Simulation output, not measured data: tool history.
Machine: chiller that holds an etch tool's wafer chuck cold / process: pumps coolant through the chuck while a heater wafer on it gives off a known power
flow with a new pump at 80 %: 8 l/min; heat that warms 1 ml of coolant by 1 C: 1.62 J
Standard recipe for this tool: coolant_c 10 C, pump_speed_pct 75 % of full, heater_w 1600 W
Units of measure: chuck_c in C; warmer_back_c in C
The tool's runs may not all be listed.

Run 1, day 0.000: usual settings. Result: chuck_c 25.9 C, warmer_back_c 7.99 C.
Run 2, day 1.771: usual settings. Result: chuck_c 25.9 C, warmer_back_c 7.95 C.
Run 3, day 2.688: usual settings. Result: chuck_c 26.0 C, warmer_back_c 8.00 C.
Run 4, day 4.304: usual settings. Result: chuck_c 26.0 C, warmer_back_c 8.02 C.
Run 5, day 6.204: usual settings. Result: chuck_c 25.8 C, warmer_back_c 7.99 C.
Run 6, day 7.117: usual settings. Result: chuck_c 26.1 C, warmer_back_c 8.02 C.
Run 7, day 8.767: usual settings. Result: chuck_c 26.0 C, warmer_back_c 8.04 C.
Run 8, day 10.788: usual settings. Result: chuck_c 26.1 C, warmer_back_c 7.96 C.
Run 9, day 12.550: usual settings. Result: chuck_c 26.1 C, warmer_back_c 8.03 C.
Run 10, day 13.538: usual settings but coolant_c 20 C, heater_w 824 W. Result: chuck_c 28.4 C, warmer_back_c 4.11 C.
Run 11, day 15.696: usual settings but coolant_c 17 C, pump_speed_pct 99 % of full, heater_w 1042 W. Result: chuck_c 25.7 C, warmer_back_c 3.98 C.
Run 12, day 17.500: usual settings but coolant_c 17 C, pump_speed_pct 99 % of full, heater_w 1696 W. Result: chuck_c 31.3 C, warmer_back_c 6.50 C.
Run 13, day 18.442: usual settings but coolant_c 17 C, pump_speed_pct 99 % of full, heater_w 1696 W. Result: chuck_c 31.4 C, warmer_back_c 6.46 C.
Run 14, day 19.658: usual settings but coolant_c 11 C, pump_speed_pct 78 % of full, heater_w 985 W. Result: chuck_c 20.9 C, warmer_back_c 4.77 C.
Run 15, day 21.158: usual settings but coolant_c 19 C, pump_speed_pct 90 % of full, heater_w 1296 W. Result: chuck_c 30.9 C, warmer_back_c 5.45 C.
Run 16, day 23.142: usual settings but coolant_c 19 C, pump_speed_pct 69 % of full, heater_w 897 W. Result: chuck_c 28.8 C, warmer_back_c 4.93 C.
Run 17, day 24.129: usual settings but coolant_c 7 C, pump_speed_pct 90 % of full, heater_w 1088 W. Result: chuck_c 16.9 C, warmer_back_c 4.57 C.
Run 18, day 25.575: usual settings but coolant_c 7 C, pump_speed_pct 90 % of full, heater_w 1088 W. Result: chuck_c 17.0 C, warmer_back_c 4.58 C.

Each row is a separate what-if for the run after 18, all from the same tool condition, not one after another. Results?
Run A, day 26.738: usual settings but coolant_c 7 C, pump_speed_pct 99 % of full, heater_w 1978 W. Result: chuck_c ?, warmer_back_c ?.
Run B, day 26.738: usual settings but coolant_c 8 C, pump_speed_pct 76 % of full, heater_w 1290 W. Result: chuck_c ?, warmer_back_c ?.
Run C, day 26.738: usual settings but coolant_c 7 C, pump_speed_pct 72 % of full, heater_w 2374 W. Result: chuck_c ?, warmer_back_c ?.

run  chuck_c  warmer_back_c
  A     23.9           7.52
  B     20.9           6.41
  C     31.8          12.47
With the hidden condition removed and each run's random variation left untouched, the same runs would have given:
run  chuck_c  warmer_back_c
  A     23.0           7.40
  B     20.2           6.30
  C     30.6          12.28

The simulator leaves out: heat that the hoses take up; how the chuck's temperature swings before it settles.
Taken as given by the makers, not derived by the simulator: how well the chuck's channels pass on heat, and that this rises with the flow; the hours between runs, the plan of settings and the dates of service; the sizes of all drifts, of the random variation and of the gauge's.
